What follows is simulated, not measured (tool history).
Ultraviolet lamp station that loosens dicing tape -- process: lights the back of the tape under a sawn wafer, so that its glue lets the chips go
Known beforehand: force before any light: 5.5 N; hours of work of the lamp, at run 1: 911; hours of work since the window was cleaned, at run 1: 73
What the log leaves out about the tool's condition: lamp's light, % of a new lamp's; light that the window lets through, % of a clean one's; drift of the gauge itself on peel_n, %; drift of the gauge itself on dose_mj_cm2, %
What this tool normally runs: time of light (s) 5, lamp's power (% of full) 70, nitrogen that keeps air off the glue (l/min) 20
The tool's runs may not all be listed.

run   hour  time of light (s)  lamp's power (% of full)  nitrogen that keeps air off the glue (l/min)  hours of work of the lamp  hours of work since the window was cleaned  force that peels the tape off (N)  light that reached the tape (mJ/cm2)
  1    0.0                  5                        70                                            20                        911                                          73                              0.799                                   185
  2   29.7                  5                        70                                            36                        934                                          96                              0.595                                   190
  3   59.0                  5                        70                                            36                        956                                         118                              0.600                                   183
  4   79.6                  5                        70                                            36                        972                                         134                              0.623                                   185
  5  101.8                  5                        70                                            36                        989                                         151                              0.638                                   182
  6  124.7                  5                        70                                            36                       1007                                         169                              0.605                                   179
  7  169.9                  9                        88                                            36                       1041                                         203                              0.189                                   405
  8  218.9                  7                        70                                            35                       1079                                         241                              0.372                                   243
  9  240.9                  5                        74                                            15                       1096                                         258                              1.073                                   185
 10  285.0                  6                        66                                            20                       1130                                         292                              0.779                                   191
 11  323.7                  6                        66                                            20                       1159                                         322                              0.812                                   192

How would selected steps in force that peels the tape off (N) from run to run divide? Give the signed amount a tool lacking its hidden state would still show from settings, what came in and random variation, and the signed amount left for the hidden state, including any gauge scatter that is not in both of the compared results.
Run 8 -> 9: time of light (s) 7 -> 5, lamp's power (% of full) 70 -> 74, nitrogen that keeps air off the glue (l/min) 35 -> 15. force that peels the tape off (N) +0.701: hidden state +0.213, all else +0.488.
